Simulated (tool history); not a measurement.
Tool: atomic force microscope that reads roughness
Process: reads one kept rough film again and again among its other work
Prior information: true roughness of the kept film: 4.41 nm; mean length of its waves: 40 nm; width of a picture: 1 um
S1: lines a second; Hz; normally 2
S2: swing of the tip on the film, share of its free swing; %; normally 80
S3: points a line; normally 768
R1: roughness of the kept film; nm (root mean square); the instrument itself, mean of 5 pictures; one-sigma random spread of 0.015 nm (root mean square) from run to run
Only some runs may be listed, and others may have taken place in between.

| run | hour | S1 | S2 | S3 | R1 |
|---|---|---|---|---|---|
| 1 | 0 | 2 | 80 | 768 | 3.581 |
| 2 | 36.5 | 2 | 80 | 350 | 3.316 |
| 3 | 72 | 2 | 80 | 904 | 3.137 |
| 4 | 110.4 | 2 | 80 | 904 | 2.962 |
|  | 136.5 | new tip fitted |
| 5 | 142.7 | 2 | 62 | 768 | 3.794 |
| 6 | 198.1 | 2 | 62 | 768 | 3.418 |
| 7 | 239.4 | 2 | 62 | 768 | 3.176 |
|  | 274.7 | new tip fitted |
| 8 | 299.7 | 2 | 58 | 768 | 3.699 |
| 9 | 350.8 | 2 | 58 | 768 | 3.328 |
| 10 | 379.9 | 2 | 58 | 768 | 3.225 |
|  | 412.7 | new tip fitted |
| 11 | 436.4 | 2.58 | 75 | 515 | 3.453 |
| 12 | 504.6 | 2.58 | 75 | 515 | 3.023 |

What does the tool deliver on the next run?
|  | 551.1 | new tip fitted |
| 13 | 563.9 | 1.46 | 69 | 884 | ? |

R1: 3.713 nm (root mean square)
Had the tool carried no hidden state, the very same run would have given R1 3.902 nm (root mean square).
